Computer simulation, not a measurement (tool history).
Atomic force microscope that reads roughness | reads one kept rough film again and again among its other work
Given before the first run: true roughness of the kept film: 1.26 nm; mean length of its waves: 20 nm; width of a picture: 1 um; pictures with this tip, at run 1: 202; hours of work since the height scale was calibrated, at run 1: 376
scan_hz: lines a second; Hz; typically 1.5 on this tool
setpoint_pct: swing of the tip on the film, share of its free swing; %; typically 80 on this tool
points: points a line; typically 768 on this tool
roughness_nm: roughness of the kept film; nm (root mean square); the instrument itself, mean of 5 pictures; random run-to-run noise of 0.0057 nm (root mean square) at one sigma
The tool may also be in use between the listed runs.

run,hour,scan_hz,setpoint_pct,points,pictures with this tip,hours of work since the height scale was calibrated,roughness_nm
1,0,1.5,80,768,202,376,0.887
2,18.6,1.5,80,833,224,384,0.873
3,43.1,1.5,80,833,254,394,0.853
4,64.5,1.5,80,768,281,402,0.842
5,89.1,1.5,80,768,311,412,0.829
# hour 98.5: new tip fitted
6,115.6,1.5,57,768,21,423,1.062
7,131.3,1.5,80,768,40,429,0.973
8,143.7,1.5,80,577,55,434,0.963
9,165.2,1.5,80,577,82,442,0.956
10,188.5,1.5,80,768,110,452,0.939
11,199,1.5,80,768,123,456,0.927
12,215.4,1.5,80,768,143,463,0.919
13,229.5,1.5,80,768,161,468,0.897
14,253.9,1.5,80,768,191,478,0.885
15,276.4,1.5,80,768,218,487,0.869
16,301.4,1.5,80,768,249,497,0.85
17,317.6,1.5,80,768,269,504,0.843
18,330.5,1.5,80,432,285,509,0.827
19,351.6,0.52,80,768,310,517,0.877
# hour 360.2: new tip fitted
20,370.9,2.09,80,768,13,525,0.96
21,392.7,2.09,80,768,40,533,0.952
22,414.8,2.09,80,768,67,542,0.923
23,428.5,1.5,57,365,84,548,1.015
24,451.1,1.5,57,365,112,557,1.001
25,474.9,1.9,80,768,141,566,0.898
26,491.9,2.54,80,496,162,573,0.842
27,506.8,0.61,80,997,180,579,0.952
28,522.5,1.52,68,565,200,586,0.926
29,534.5,0.92,76,547,214,590,0.918
30,558.5,0.92,76,547,244,600,0.893
31,573.9,0.92,76,547,263,606,0.879
32,585,0.92,86,547,276,611,0.855
33,606.1,3.99,86,378,302,619,0.657
34,618.1,0.74,86,614,317,624,0.85
# hour 621.3: new tip fitted
35,640.9,0.74,86,614,24,633,1.035
36,658.2,1.15,72,410,45,640,1.02
37,669.5,1.5,80,481,59,644,0.955
38,680.6,1.5,80,481,73,649,0.951
39,702.4,1.5,80,481,100,657,0.938
40,724,2.1,78,468,126,666,0.906
41,744,2.1,78,468,151,674,0.88

For each entry between runs, how does the tool's hidden state at the last listed run before it compare with that at the first listed run after it?
In the gap between runs 5 and 6: new tip fitted (hour 98.5)
  radius of the tip, nm: 29.1 -> 11.8; height scale over the true one, %: 0.14 -> 0.15
  measured result minus the result with no hidden state, roughness_nm: -0.174 -> -0.02 nm (root mean square)
In the gap between runs 19 and 20: new tip fitted (hour 360.2)
  radius of the tip, nm: 29.5 -> 11
  measured result minus the result with no hidden state, roughness_nm: -0.188 -> -0.009 nm (root mean square)
In the gap between runs 34 and 35: new tip fitted (hour 621.3)
  radius of the tip, nm: 29.7 -> 11.5; height scale over the true one, %: 0.25 -> 0.26
  measured result minus the result with no hidden state, roughness_nm: -0.185 -> -0.015 nm (root mean square)

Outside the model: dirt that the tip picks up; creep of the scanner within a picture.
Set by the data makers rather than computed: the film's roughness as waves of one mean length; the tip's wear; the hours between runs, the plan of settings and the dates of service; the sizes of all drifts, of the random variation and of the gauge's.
